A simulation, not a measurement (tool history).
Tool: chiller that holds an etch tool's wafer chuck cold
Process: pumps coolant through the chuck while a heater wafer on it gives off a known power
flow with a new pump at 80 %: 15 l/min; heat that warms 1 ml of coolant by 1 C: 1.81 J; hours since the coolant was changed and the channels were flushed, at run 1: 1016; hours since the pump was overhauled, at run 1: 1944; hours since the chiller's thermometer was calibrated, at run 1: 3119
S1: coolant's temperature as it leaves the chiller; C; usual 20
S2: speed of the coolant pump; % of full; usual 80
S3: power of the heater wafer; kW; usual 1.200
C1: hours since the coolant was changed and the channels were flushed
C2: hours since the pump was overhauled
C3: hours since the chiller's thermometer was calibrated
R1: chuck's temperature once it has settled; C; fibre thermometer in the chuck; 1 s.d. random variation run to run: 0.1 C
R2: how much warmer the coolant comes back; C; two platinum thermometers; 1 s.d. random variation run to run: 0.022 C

run 1 hour=0.0 | S1=20 S2=80 S3=1.200 | C1=1016 C2=1944 C3=3119 | R1=29.8 R2=2.73
run 2 hour=48.1 | S1=20 S2=80 S3=1.200 | C1=1064 C2=1992 C3=3167 | R1=29.6 R2=2.70
run 3 hour=144.3 | S1=20 S2=80 S3=1.200 | C1=1160 C2=2088 C3=3264 | R1=29.7 R2=2.73
run 4 hour=225.2 | S1=20 S2=80 S3=1.200 | C1=1241 C2=2169 C3=3345 | R1=29.6 R2=2.73
run 5 hour=276.6 | S1=20 S2=80 S3=1.200 | C1=1293 C2=2221 C3=3396 | R1=29.7 R2=2.73
run 6 hour=327.1 | S1=20 S2=80 S3=1.200 | C1=1343 C2=2271 C3=3446 | R1=29.5 R2=2.75
run 7 hour=409.3 | S1=20 S2=80 S3=1.200 | C1=1425 C2=2353 C3=3529 | R1=29.8 R2=2.74
run 8 hour=505.7 | S1=20 S2=80 S3=1.344 | C1=1522 C2=2450 C3=3625 | R1=30.7 R2=3.01
run 9 hour=592.7 | S1=16 S2=80 S3=1.200 | C1=1609 C2=2537 C3=3712 | R1=25.8 R2=2.73
run 10 hour=673.7 | S1=16 S2=80 S3=1.200 | C1=1690 C2=2618 C3=3793 | R1=25.6 R2=2.73
run 11 hour=722.5 | S1=16 S2=80 S3=1.200 | C1=1739 C2=2666 C3=3842 | R1=25.8 R2=2.74
run 12 hour=769.9 | S1=16 S2=80 S3=1.200 | C1=1786 C2=2714 C3=3889 | R1=25.9 R2=2.72
run 13 hour=866.6 | S1=20 S2=93 S3=1.200 | C1=1883 C2=2811 C3=3986 | R1=29.0 R2=2.38
-- hour=878.8 coolant pump overhauled
run 14 hour=926.9 | S1=20 S2=93 S3=1.200 | C1=1938 C2=48 C3=4041 | R1=29.0 R2=2.39
run 15 hour=995.4 | S1=20 S2=69 S3=1.200 | C1=2007 C2=117 C3=4110 | R1=31.2 R2=3.23
run 16 hour=1058.6 | S1=20 S2=69 S3=1.200 | C1=2070 C2=180 C3=4173 | R1=31.3 R2=3.23
run 17 hour=1123.6 | S1=27 S2=69 S3=1.375 | C1=2135 C2=245 C3=4238 | R1=39.9 R2=3.72
run 18 hour=1183.8 | S1=27 S2=69 S3=1.375 | C1=2195 C2=305 C3=4298 | R1=39.9 R2=3.69
run 19 hour=1266.6 | S1=12 S2=94 S3=1.200 | C1=2278 C2=388 C3=4381 | R1=20.8 R2=2.31
-- hour=1330.5 coolant pump overhauled, once more
run 20 hour=1330.5 | S1=20 S2=61 S3=1.107 | C1=2337 C2=0 C3=4440 | R1=30.9 R2=3.26
run 21 hour=1383.9 | S1=20 S2=61 S3=0.822 | C1=2390 C2=53 C3=4493 | R1=28.4 R2=2.37
run 22 hour=1476.1 | S1=20 S2=61 S3=0.822 | C1=2482 C2=146 C3=4585 | R1=28.5 R2=2.39
run 23 hour=1568.5 | S1=20 S2=61 S3=0.822 | C1=2575 C2=238 C3=4678 | R1=28.3 R2=2.42
run 24 hour=1664.1 | S1=11 S2=80 S3=0.623 | C1=2670 C2=334 C3=4773 | R1=16.3 R2=1.38
-- hour=1749.9 chiller's thermometer calibrated
run 25 hour=1755.9 | S1=18 S2=66 S3=1.200 | C1=2761 C2=424 C3=6 | R1=29.1 R2=3.25
run 26 hour=1810.0 | S1=18 S2=66 S3=1.200 | C1=2815 C2=479 C3=60 | R1=29.2 R2=3.23
run 27 hour=1884.2 | S1=18 S2=80 S3=1.232 | C1=2889 C2=553 C3=134 | R1=27.9 R2=2.70
run 28 hour=1946.6 | S1=24 S2=62 S3=1.375 | C1=2952 C2=615 C3=197 | R1=37.7 R2=4.01
run 29 hour=1988.2 | S1=13 S2=80 S3=1.339 | C1=2993 C2=657 C3=238 | R1=23.7 R2=2.94
run 30 hour=2065.4 | S1=13 S2=72 S3=1.170 | C1=3071 C2=734 C3=315 | R1=23.4 R2=2.86
run 31 hour=2142.6 | S1=13 S2=65 S3=0.666 | C1=3148 C2=811 C3=393 | R1=19.6 R2=1.82

What if the next run were any one of these 5? Each begins from the tool's condition after run 31:
run A hour=2220.0 | S1=20 S2=79 S3=0.653 | C1=3225 C2=888 C3=470 | R1=? R2=?
run B hour=2220.0 | S1=21 S2=73 S3=0.765 | C1=3225 C2=888 C3=470 | R1=? R2=?
run C hour=2220.0 | S1=11 S2=79 S3=0.987 | C1=3225 C2=888 C3=470 | R1=? R2=?
run D hour=2220.0 | S1=20 S2=63 S3=1.200 | C1=3225 C2=888 C3=470 | R1=? R2=?
run E hour=2220.0 | S1=21 S2=80 S3=1.072 | C1=3225 C2=888 C3=470 | R1=? R2=?

run=A R1=25.4 R2=1.49
run=B R1=27.8 R2=1.86
run=C R1=19.0 R2=2.23
run=D R1=31.8 R2=3.42
run=E R1=29.8 R2=2.34
Without the tool's hidden state the same runs would have given:
run=A R1=25.0 R2=1.49
run=B R1=27.2 R2=1.85
run=C R1=18.4 R2=2.23
run=D R1=31.0 R2=3.41
run=E R1=29.1 R2=2.33
